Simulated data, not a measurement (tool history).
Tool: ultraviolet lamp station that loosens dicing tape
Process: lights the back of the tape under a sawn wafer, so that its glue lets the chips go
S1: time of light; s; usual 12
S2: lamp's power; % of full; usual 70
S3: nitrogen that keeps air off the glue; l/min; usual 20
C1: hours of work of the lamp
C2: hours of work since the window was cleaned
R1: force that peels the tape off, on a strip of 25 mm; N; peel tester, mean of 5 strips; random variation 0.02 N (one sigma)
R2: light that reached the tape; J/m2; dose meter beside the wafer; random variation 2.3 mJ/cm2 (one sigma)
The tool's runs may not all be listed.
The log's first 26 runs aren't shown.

run 27 hour=440.9 | S1=15 S2=82 S3=8 | C1=656 C2=61 | R1=1.453 R2=2720
-- hour=451.5 window cleaned of glue's vapour, once more
run 28 hour=451.6 | S1=15 S2=82 S3=13 | C1=662 C2=0 | R1=0.729 R2=3050
run 29 hour=470.7 | S1=15 S2=82 S3=13 | C1=673 C2=11 | R1=0.724 R2=3060
run 30 hour=485.9 | S1=12 S2=81 S3=20 | C1=682 C2=20 | R1=0.924 R2=2400
run 31 hour=501.2 | S1=12 S2=70 S3=20 | C1=691 C2=30 | R1=1.303 R2=2050
run 32 hour=519.0 | S1=16 S2=70 S3=21 | C1=702 C2=40 | R1=0.679 R2=2760
run 33 hour=541.6 | S1=13 S2=70 S3=28 | C1=715 C2=54 | R1=0.891 R2=2240
run 34 hour=553.3 | S1=13 S2=70 S3=28 | C1=722 C2=60 | R1=0.917 R2=2230

Forecast each of these 3 alternatives for the next run:
run A hour=564.8 | S1=10 S2=70 S3=11 | C1=729 C2=67 | R1=? R2=?
run B hour=564.8 | S1=7 S2=73 S3=23 | C1=729 C2=67 | R1=? R2=?
run C hour=564.8 | S1=16 S2=70 S3=20 | C1=729 C2=67 | R1=? R2=?

run=A R1=2.624 R2=1710
run=B R1=2.845 R2=1280
run=C R1=0.677 R2=2740
Without the tool's hidden state the same runs would have given:
run=A R1=2.057 R2=2010
run=B R1=2.267 R2=1500
run=C R1=0.439 R2=3210

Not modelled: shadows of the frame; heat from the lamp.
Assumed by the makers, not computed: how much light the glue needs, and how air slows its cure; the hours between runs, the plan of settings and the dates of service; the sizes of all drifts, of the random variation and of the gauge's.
